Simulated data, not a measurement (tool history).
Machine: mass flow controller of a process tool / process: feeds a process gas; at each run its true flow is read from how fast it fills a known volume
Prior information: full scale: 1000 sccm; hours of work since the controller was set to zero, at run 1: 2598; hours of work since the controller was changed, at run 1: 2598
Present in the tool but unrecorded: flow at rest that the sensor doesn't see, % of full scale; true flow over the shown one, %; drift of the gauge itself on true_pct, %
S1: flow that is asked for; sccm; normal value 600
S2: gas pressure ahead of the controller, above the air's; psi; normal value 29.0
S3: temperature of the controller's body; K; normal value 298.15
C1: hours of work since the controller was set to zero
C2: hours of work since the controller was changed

{"run": 1, "hour": 0.0, "S1": 600, "S2": 29.0, "S3": 298.15, "C1": 2598, "C2": 2598, "true flow (%)": 100.31}
{"run": 2, "hour": 153.9, "S1": 600, "S2": 29.0, "S3": 298.15, "C1": 2690, "C2": 2690, "true flow (%)": 100.4}
{"run": 3, "hour": 364.2, "S1": 600, "S2": 29.0, "S3": 298.15, "C1": 2816, "C2": 2816, "true flow (%)": 100.51}
{"run": 4, "hour": 486.0, "S1": 600, "S2": 29.0, "S3": 298.15, "C1": 2889, "C2": 2889, "true flow (%)": 100.45}
{"run": 5, "hour": 728.9, "S1": 234, "S2": 29.0, "S3": 298.15, "C1": 3034, "C2": 3034, "true flow (%)": 100.81}
{"run": 6, "hour": 900.7, "S1": 600, "S2": 29.0, "S3": 298.15, "C1": 3137, "C2": 3137, "true flow (%)": 100.67}
{"run": 7, "hour": 1016.6, "S1": 600, "S2": 29.0, "S3": 298.15, "C1": 3206, "C2": 3206, "true flow (%)": 100.67}
{"run": 8, "hour": 1263.2, "S1": 600, "S2": 29.0, "S3": 298.15, "C1": 3354, "C2": 3354, "true flow (%)": 100.79}
{"run": 9, "hour": 1451.7, "S1": 600, "S2": 29.0, "S3": 298.15, "C1": 3466, "C2": 3466, "true flow (%)": 100.84}
{"hour": 1464.0, "done": "controller's zero set anew"}
{"run": 10, "hour": 1621.1, "S1": 143, "S2": 29.0, "S3": 298.15, "C1": 94, "C2": 3567, "true flow (%)": 103.96}
{"run": 11, "hour": 1791.3, "S1": 600, "S2": 29.0, "S3": 298.15, "C1": 196, "C2": 3669, "true flow (%)": 101.38}
{"run": 12, "hour": 1966.3, "S1": 275, "S2": 27.4, "S3": 294.15, "C1": 301, "C2": 3774, "true flow (%)": 102.4}
{"hour": 1985.4, "done": "controller's zero set anew, once more"}
{"run": 13, "hour": 2198.4, "S1": 600, "S2": 29.0, "S3": 295.15, "C1": 127, "C2": 3912, "true flow (%)": 100.39}
{"run": 14, "hour": 2315.7, "S1": 869, "S2": 34.7, "S3": 301.15, "C1": 198, "C2": 3983, "true flow (%)": 100.55}
{"run": 15, "hour": 2578.4, "S1": 132, "S2": 28.9, "S3": 298.15, "C1": 355, "C2": 4140, "true flow (%)": 99.27}
{"run": 16, "hour": 2840.9, "S1": 414, "S2": 28.9, "S3": 298.15, "C1": 512, "C2": 4297, "true flow (%)": 99.85}
{"run": 17, "hour": 3012.6, "S1": 242, "S2": 39.7, "S3": 298.15, "C1": 615, "C2": 4400, "true flow (%)": 99.07}
{"run": 18, "hour": 3279.5, "S1": 242, "S2": 39.7, "S3": 298.15, "C1": 774, "C2": 4559, "true flow (%)": 99.2}
{"run": 19, "hour": 3555.4, "S1": 242, "S2": 39.7, "S3": 298.15, "C1": 939, "C2": 4724, "true flow (%)": 99.47}
{"run": 20, "hour": 3791.8, "S1": 644, "S2": 22.2, "S3": 312.15, "C1": 1081, "C2": 4866, "true flow (%)": 99.68}
{"run": 21, "hour": 3940.6, "S1": 644, "S2": 22.2, "S3": 312.15, "C1": 1170, "C2": 4955, "true flow (%)": 99.77}
{"run": 22, "hour": 4101.1, "S1": 644, "S2": 22.2, "S3": 312.15, "C1": 1266, "C2": 5051, "true flow (%)": 99.84}

4 options for the next run, each taken on its own from the tool as it stands now. Forecast them:
{"run": "A", "hour": 4292.4, "S1": 600, "S2": 29.0, "S3": 306.15, "C1": 1380, "C2": 5165, "true flow (%)": "?"}
{"run": "B", "hour": 4292.4, "S1": 168, "S2": 22.2, "S3": 312.15, "C1": 1380, "C2": 5165, "true flow (%)": "?"}
{"run": "C", "hour": 4292.4, "S1": 296, "S2": 22.2, "S3": 299.15, "C1": 1380, "C2": 5165, "true flow (%)": "?"}
{"run": "D", "hour": 4292.4, "S1": 678, "S2": 39.3, "S3": 313.15, "C1": 1380, "C2": 5165, "true flow (%)": "?"}

run=A true_flow_(%)=100.03
run=B true_flow_(%)=99.57
run=C true_flow_(%)=100.49
run=D true_flow_(%)=99.08
Without the tool's hidden state the same runs would have given:
run=A true_flow_(%)=97.80
run=B true_flow_(%)=96.12
run=C true_flow_(%)=97.78
run=D true_flow_(%)=96.90
